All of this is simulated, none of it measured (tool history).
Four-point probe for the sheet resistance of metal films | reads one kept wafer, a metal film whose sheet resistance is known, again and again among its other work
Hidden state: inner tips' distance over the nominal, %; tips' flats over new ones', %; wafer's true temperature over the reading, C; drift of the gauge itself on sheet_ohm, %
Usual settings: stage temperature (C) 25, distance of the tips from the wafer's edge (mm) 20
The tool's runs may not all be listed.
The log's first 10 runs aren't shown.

| run | hour | stage temperature (C) | distance of the tips from the wafer's edge (mm) | touches since the probe head was changed | hours of work since the stage's thermometer was calibrated | sheet resistance as the instrument gives it (ohm/square) |
|---|---|---|---|---|---|---|
| 11 | 291.9 | 18 | 20 | 8674 | 492 | 2.604589 |
| 12 | 334.5 | 18 | 28 | 9759 | 524 | 2.603615 |
| 13 | 365 | 34 | 20 | 10537 | 547 | 2.602475 |
| 14 | 408.1 | 34 | 20 | 11632 | 580 | 2.602273 |
| 15 | 450.1 | 25 | 7 | 12704 | 612 | 2.614017 |
| 16 | 477.1 | 25 | 20 | 13391 | 632 | 2.604137 |
| 17 | 522.4 | 25 | 20 | 14546 | 666 | 2.604447 |
| 18 | 561.2 | 32 | 20 | 15535 | 696 | 2.604092 |
| 19 | 595.3 | 32 | 20 | 16402 | 721 | 2.603833 |
|  | 600 | stage's thermometer calibrated |
| 20 | 630 | 29 | 20 | 17274 | 23 | 2.60468 |
| 21 | 670.9 | 29 | 20 | 18317 | 54 | 2.60544 |
| 22 | 699.5 | 29 | 20 | 19044 | 75 | 2.606817 |
|  | 739.3 | stage's thermometer calibrated, once more |
| 23 | 746.1 | 29 | 20 | 20220 | 5 | 2.601879 |
| 24 | 782.8 | 25 | 7 | 21153 | 33 | 2.61349 |
| 25 | 816.3 | 28 | 6 | 22008 | 58 | 2.617373 |
| 26 | 859.8 | 34 | 20 | 23114 | 91 | 2.603149 |
| 27 | 885.2 | 33 | 11 | 23764 | 110 | 2.607757 |
| 28 | 917.7 | 22 | 11 | 24591 | 135 | 2.607863 |
| 29 | 957 | 33 | 51 | 25592 | 165 | 2.602573 |
| 30 | 993.5 | 23 | 27 | 26521 | 192 | 2.605256 |
| 31 | 1032.5 | 23 | 27 | 27516 | 222 | 2.605695 |

The next listed run, before its measurement:
| 32 | 1067.2 | 23 | 27 | 28399 | 248 | ? |

sheet resistance as the instrument gives it (ohm/square): 2.605965
Without the tool's hidden state the same run would have given sheet resistance as the instrument gives it (ohm/square) 2.591581.

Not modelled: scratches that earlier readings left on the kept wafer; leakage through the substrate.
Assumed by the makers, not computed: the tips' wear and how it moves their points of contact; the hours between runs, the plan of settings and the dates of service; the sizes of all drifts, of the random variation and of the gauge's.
